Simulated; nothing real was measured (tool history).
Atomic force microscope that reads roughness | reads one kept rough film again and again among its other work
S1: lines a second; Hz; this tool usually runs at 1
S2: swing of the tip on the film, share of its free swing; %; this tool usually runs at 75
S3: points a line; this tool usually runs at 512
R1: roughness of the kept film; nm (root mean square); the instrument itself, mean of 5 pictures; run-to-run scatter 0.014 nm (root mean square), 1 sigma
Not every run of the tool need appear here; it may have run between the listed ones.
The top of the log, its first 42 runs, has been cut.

run,hour,S1,S2,S3,R1
43,305.5,1,61,571,3.403
# hour 308.6: new tip fitted
44,310.9,1,61,571,3.443
45,320.5,1,56,726,3.46
46,325.7,1,59,404,3.392
47,329.8,1,59,404,3.415
48,334.3,1,59,404,3.442
49,339.8,1,59,404,3.43
# hour 342.3: new tip fitted
50,346.3,1,75,610,3.279
51,351,1,78,610,3.232
52,356.3,1.18,71,340,3.271

Here are 3 independent what-if runs from the current tool condition. What would each one return?
A,362.6,1.18,71,700,?
B,362.6,0.82,79,379,?
C,362.6,1.88,82,410,?

run,R1
A,3.309
B,3.237
C,2.842
With the hidden condition removed and each run's random variation left untouched, the same runs would have given:
run,R1
A,3.315
B,3.242
C,2.847
